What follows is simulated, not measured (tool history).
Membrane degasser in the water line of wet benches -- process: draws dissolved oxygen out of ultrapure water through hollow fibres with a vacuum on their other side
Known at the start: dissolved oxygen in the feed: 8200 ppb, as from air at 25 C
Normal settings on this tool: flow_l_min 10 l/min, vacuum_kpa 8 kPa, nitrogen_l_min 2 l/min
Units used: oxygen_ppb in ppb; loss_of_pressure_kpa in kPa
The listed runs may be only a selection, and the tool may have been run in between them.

run 1 hour=0 | flow_l_min=10 vacuum_kpa=8 nitrogen_l_min=2 | oxygen_ppb=66.8 loss_of_pressure_kpa=48.08
run 2 hour=200.9 | flow_l_min=10 vacuum_kpa=8 nitrogen_l_min=1.13 | oxygen_ppb=112.7 loss_of_pressure_kpa=47.67
run 3 hour=453.4 | flow_l_min=10 vacuum_kpa=8 nitrogen_l_min=2 | oxygen_ppb=67 loss_of_pressure_kpa=47.91
run 4 hour=665.4 | flow_l_min=15 vacuum_kpa=8 nitrogen_l_min=2 | oxygen_ppb=104.1 loss_of_pressure_kpa=72.12
run 5 hour=826.7 | flow_l_min=6 vacuum_kpa=8 nitrogen_l_min=2 | oxygen_ppb=40.2 loss_of_pressure_kpa=28.94
run 6 hour=1161.6 | flow_l_min=6 vacuum_kpa=8 nitrogen_l_min=2 | oxygen_ppb=39.7 loss_of_pressure_kpa=29.02
run 7 hour=1486.6 | flow_l_min=10 vacuum_kpa=8 nitrogen_l_min=1.08 | oxygen_ppb=117.9 loss_of_pressure_kpa=48.31
run 8 hour=1688.2 | flow_l_min=6 vacuum_kpa=8 nitrogen_l_min=2 | oxygen_ppb=40.4 loss_of_pressure_kpa=29.15
-- hour=1962.6 vacuum gauge calibrated
run 9 hour=1970.5 | flow_l_min=8 vacuum_kpa=7.03 nitrogen_l_min=3.18 | oxygen_ppb=26.1 loss_of_pressure_kpa=38.62
run 10 hour=2144.3 | flow_l_min=8 vacuum_kpa=7.63 nitrogen_l_min=4.01 | oxygen_ppb=25 loss_of_pressure_kpa=38.4
run 11 hour=2383.4 | flow_l_min=8 vacuum_kpa=6.67 nitrogen_l_min=2 | oxygen_ppb=37.6 loss_of_pressure_kpa=38.45
run 12 hour=2720.3 | flow_l_min=8 vacuum_kpa=6.67 nitrogen_l_min=2 | oxygen_ppb=37 loss_of_pressure_kpa=38.74
run 13 hour=3068.6 | flow_l_min=8 vacuum_kpa=6.67 nitrogen_l_min=2 | oxygen_ppb=37.7 loss_of_pressure_kpa=38.74
-- hour=3367.8 seals of the vacuum lines changed
run 14 hour=3407.1 | flow_l_min=12 vacuum_kpa=5.2 nitrogen_l_min=2 | oxygen_ppb=36.4 loss_of_pressure_kpa=58.11

How would selected steps in oxygen_ppb from run to run divide? Give the signed amount a tool lacking its hidden state would still show from settings, what came in and random variation, and the signed amount left for the hidden state, including any gauge scatter that is not in both of the compared results.
The tool's hidden condition here consists of: membrane still open, %; true pressure behind the membrane over the reading, kPa; air that leaks in behind the membrane, l/min; drift of the gauge itself on oxygen_ppb, %; drift of the gauge itself on loss_of_pressure_kpa, %.
Run 6 -> 7: flow_l_min 6 -> 10, nitrogen_l_min 2 -> 1.08. oxygen_ppb +78.2 ppb: hidden state +6.2, all else +72.

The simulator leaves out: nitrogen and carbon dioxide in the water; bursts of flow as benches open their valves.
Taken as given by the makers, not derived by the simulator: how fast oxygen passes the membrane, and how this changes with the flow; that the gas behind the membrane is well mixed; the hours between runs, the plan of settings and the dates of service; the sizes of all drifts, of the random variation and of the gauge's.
